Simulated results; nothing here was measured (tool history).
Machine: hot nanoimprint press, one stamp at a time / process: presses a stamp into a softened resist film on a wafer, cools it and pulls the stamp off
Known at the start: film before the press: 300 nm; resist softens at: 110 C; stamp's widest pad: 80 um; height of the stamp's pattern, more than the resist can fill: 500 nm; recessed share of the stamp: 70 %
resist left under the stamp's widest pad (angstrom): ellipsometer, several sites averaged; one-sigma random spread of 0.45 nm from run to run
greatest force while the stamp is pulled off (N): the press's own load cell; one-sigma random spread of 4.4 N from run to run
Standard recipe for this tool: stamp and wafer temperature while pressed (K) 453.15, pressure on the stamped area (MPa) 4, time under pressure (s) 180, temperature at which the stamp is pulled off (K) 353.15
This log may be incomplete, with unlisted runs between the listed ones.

| run | hour | stamp and wafer temperature while pressed (K) | pressure on the stamped area (MPa) | time under pressure (s) | temperature at which the stamp is pulled off (K) | resist left under the stamp's widest pad (angstrom) | greatest force while the stamp is pulled off (N) |
|---|---|---|---|---|---|---|---|
| 1 | 0 | 453.15 | 4 | 180 | 353.15 | 1210 | 300 |
| 2 | 33.5 | 453.15 | 4 | 180 | 353.15 | 1212 | 313 |
| 3 | 66.7 | 453.15 | 4 | 180 | 353.15 | 1212 | 315 |
| 4 | 123.2 | 453.15 | 4 | 180 | 353.15 | 1208 | 336 |
| 5 | 169.3 | 453.15 | 4 | 180 | 353.15 | 1204 | 327 |
| 6 | 210.2 | 453.15 | 4 | 180 | 353.15 | 1199 | 338 |
| 7 | 246.8 | 453.15 | 2.82 | 180 | 353.15 | 1392 | 343 |
| 8 | 303.5 | 453.15 | 2.82 | 180 | 353.15 | 1394 | 368 |
|  | 310.1 | plate thermocouple calibrated |
| 9 | 334.3 | 453.15 | 2.82 | 180 | 358.15 | 1368 | 327 |
|  | 363 | press's hydraulic seals changed and the load cell set to zero |
| 10 | 386.2 | 453.15 | 2.82 | 180 | 358.15 | 1354 | 332 |
| 11 | 413.4 | 453.15 | 2.82 | 180 | 358.15 | 1350 | 342 |
| 12 | 472.8 | 453.15 | 2.82 | 180 | 358.15 | 1353 | 344 |
| 13 | 532 | 453.15 | 4 | 180 | 353.15 | 1158 | 388 |
|  | 539.4 | plate thermocouple calibrated, once more |
| 14 | 569.1 | 453.15 | 4 | 180 | 353.15 | 1228 | 419 |
| 15 | 623.6 | 453.15 | 4 | 180 | 353.15 | 1211 | 411 |
| 16 | 658.4 | 453.15 | 4 | 180 | 353.15 | 1226 | 409 |
| 17 | 684.5 | 453.15 | 4 | 180 | 353.15 | 1210 | 425 |
|  | 717.1 | stamp cleaned and given a new release coat |
| 18 | 746.8 | 453.15 | 4 | 180 | 353.15 | 1217 | 223 |
| 19 | 804.9 | 448.15 | 4.44 | 133 | 353.15 | 1529 | 227 |
| 20 | 835 | 448.15 | 4.44 | 133 | 349.15 | 1529 | 249 |
| 21 | 891.9 | 453.15 | 5.86 | 90 | 353.15 | 1359 | 238 |
| 22 | 950.2 | 453.15 | 5.86 | 90 | 353.15 | 1359 | 249 |
| 23 | 1001 | 453.15 | 6.13 | 262 | 350.15 | 846 | 262 |
| 24 | 1047.8 | 453.15 | 6.13 | 262 | 350.15 | 848 | 283 |
| 25 | 1092.2 | 449.15 | 4.77 | 311 | 355.15 | 1015 | 252 |
| 26 | 1142.1 | 453.15 | 3.23 | 180 | 357.15 | 1314 | 246 |
| 27 | 1196.9 | 453.15 | 3.23 | 180 | 357.15 | 1313 | 259 |
| 28 | 1238 | 457.15 | 4.49 | 180 | 357.15 | 1008 | 259 |
| 29 | 1270 | 453.15 | 4.2 | 284 | 347.15 | 962 | 324 |

Measured minus without-hidden-state, run by run (identical run-to-run variation in each term; gauge scatter may differ):
The tool's hidden condition here consists of: true temperature over the reading, C; pressure that arrives at the usual setting, %; grip of the stamp's worn release coat, % over a new coat's; drift of the gauge itself on residual_nm, %; drift of the gauge itself on pull_off_n, %.
| run | resist left under the stamp's widest pad (angstrom) | greatest force while the stamp is pulled off (N) |
|---|---|---|
| 1 | -14 | +88 |
| 2 | -15 | +95 |
| 3 | -16 | +99 |
| 4 | -18 | +112 |
| 5 | -19 | +114 |
| 6 | -20 | +122 |
| 7 | -29 | +128 |
| 8 | -31 | +142 |
| 9 | -50 | +127 |
| 10 | -67 | +133 |
| 11 | -68 | +140 |
| 12 | -70 | +145 |
| 13 | -66 | +171 |
| 14 | -6 | +194 |
| 15 | -8 | +195 |
| 16 | -9 | +198 |
| 17 | -10 | +206 |
| 18 | -12 | +3 |
| 19 | -16 | +10 |
| 20 | -17 | +16 |
| 21 | -13 | +23 |
| 22 | -14 | +31 |
| 23 | -11 | +39 |
| 24 | -12 | +48 |
| 25 | -20 | +48 |
| 26 | -27 | +53 |
| 27 | -29 | +61 |
| 28 | -20 | +65 |
| 29 | -23 | +86 |
